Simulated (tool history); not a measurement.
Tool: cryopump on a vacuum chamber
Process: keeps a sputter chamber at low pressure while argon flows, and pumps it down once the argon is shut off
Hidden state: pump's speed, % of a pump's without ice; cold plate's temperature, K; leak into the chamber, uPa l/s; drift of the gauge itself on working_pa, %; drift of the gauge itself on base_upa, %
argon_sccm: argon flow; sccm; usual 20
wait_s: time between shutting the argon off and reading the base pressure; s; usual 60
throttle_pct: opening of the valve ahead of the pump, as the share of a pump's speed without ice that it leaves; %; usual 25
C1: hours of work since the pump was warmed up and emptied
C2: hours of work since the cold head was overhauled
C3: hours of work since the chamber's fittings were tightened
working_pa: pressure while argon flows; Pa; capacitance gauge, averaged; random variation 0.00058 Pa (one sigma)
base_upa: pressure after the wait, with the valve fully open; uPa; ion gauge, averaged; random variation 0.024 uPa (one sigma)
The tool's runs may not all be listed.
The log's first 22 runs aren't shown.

{"run": 23, "hour": 400.6, "argon_sccm": 20, "wait_s": 60, "throttle_pct": 29, "C1": 612, "C2": 612, "C3": 295, "working_pa": 0.0677, "base_upa": 1.15}
{"run": 24, "hour": 419.0, "argon_sccm": 9, "wait_s": 60, "throttle_pct": 15, "C1": 623, "C2": 623, "C3": 306, "working_pa": 0.0584, "base_upa": 1.17}
{"run": 25, "hour": 435.5, "argon_sccm": 16, "wait_s": 162, "throttle_pct": 36, "C1": 632, "C2": 632, "C3": 315, "working_pa": 0.0445, "base_upa": 0.66}
{"run": 26, "hour": 457.8, "argon_sccm": 28, "wait_s": 248, "throttle_pct": 24, "C1": 645, "C2": 645, "C3": 329, "working_pa": 0.1144, "base_upa": 0.61}
{"run": 27, "hour": 474.3, "argon_sccm": 28, "wait_s": 241, "throttle_pct": 24, "C1": 655, "C2": 655, "C3": 338, "working_pa": 0.1134, "base_upa": 0.57}
{"run": 28, "hour": 485.0, "argon_sccm": 37, "wait_s": 60, "throttle_pct": 25, "C1": 661, "C2": 661, "C3": 344, "working_pa": 0.1451, "base_upa": 1.14}
{"run": 29, "hour": 499.1, "argon_sccm": 12, "wait_s": 60, "throttle_pct": 20, "C1": 669, "C2": 669, "C3": 353, "working_pa": 0.0587, "base_upa": 1.15}
{"run": 30, "hour": 516.5, "argon_sccm": 17, "wait_s": 206, "throttle_pct": 54, "C1": 680, "C2": 680, "C3": 363, "working_pa": 0.0331, "base_upa": 0.66}
{"run": 31, "hour": 536.3, "argon_sccm": 17, "wait_s": 206, "throttle_pct": 54, "C1": 691, "C2": 691, "C3": 374, "working_pa": 0.0316, "base_upa": 0.61}
{"run": 32, "hour": 558.6, "argon_sccm": 17, "wait_s": 112, "throttle_pct": 25, "C1": 704, "C2": 704, "C3": 387, "working_pa": 0.0668, "base_upa": 0.85}
{"run": 33, "hour": 580.3, "argon_sccm": 17, "wait_s": 112, "throttle_pct": 25, "C1": 717, "C2": 717, "C3": 400, "working_pa": 0.068, "base_upa": 0.86}
{"run": 34, "hour": 593.2, "argon_sccm": 9, "wait_s": 25, "throttle_pct": 49, "C1": 724, "C2": 724, "C3": 408, "working_pa": 0.0187, "base_upa": 2.27}
{"run": 35, "hour": 608.9, "argon_sccm": 16, "wait_s": 61, "throttle_pct": 45, "C1": 734, "C2": 734, "C3": 417, "working_pa": 0.0359, "base_upa": 1.2}

Forecast each of these 3 alternatives for the next run:
{"run": "A", "hour": 623.2, "argon_sccm": 20, "wait_s": 60, "throttle_pct": 26, "C1": 742, "C2": 742, "C3": 425, "working_pa": "?", "base_upa": "?"}
{"run": "B", "hour": 623.2, "argon_sccm": 13, "wait_s": 64, "throttle_pct": 45, "C1": 742, "C2": 742, "C3": 425, "working_pa": "?", "base_upa": "?"}
{"run": "C", "hour": 623.2, "argon_sccm": 21, "wait_s": 259, "throttle_pct": 59, "C1": 742, "C2": 742, "C3": 425, "working_pa": "?", "base_upa": "?"}

run=A working_pa=0.0753 base_upa=1.18
run=B working_pa=0.0296 base_upa=1.21
run=C working_pa=0.0372 base_upa=0.63
Without the tool's hidden state the same runs would have given:
run=A working_pa=0.0715 base_upa=0.88
run=B working_pa=0.0272 base_upa=0.90
run=C working_pa=0.0333 base_upa=0.32
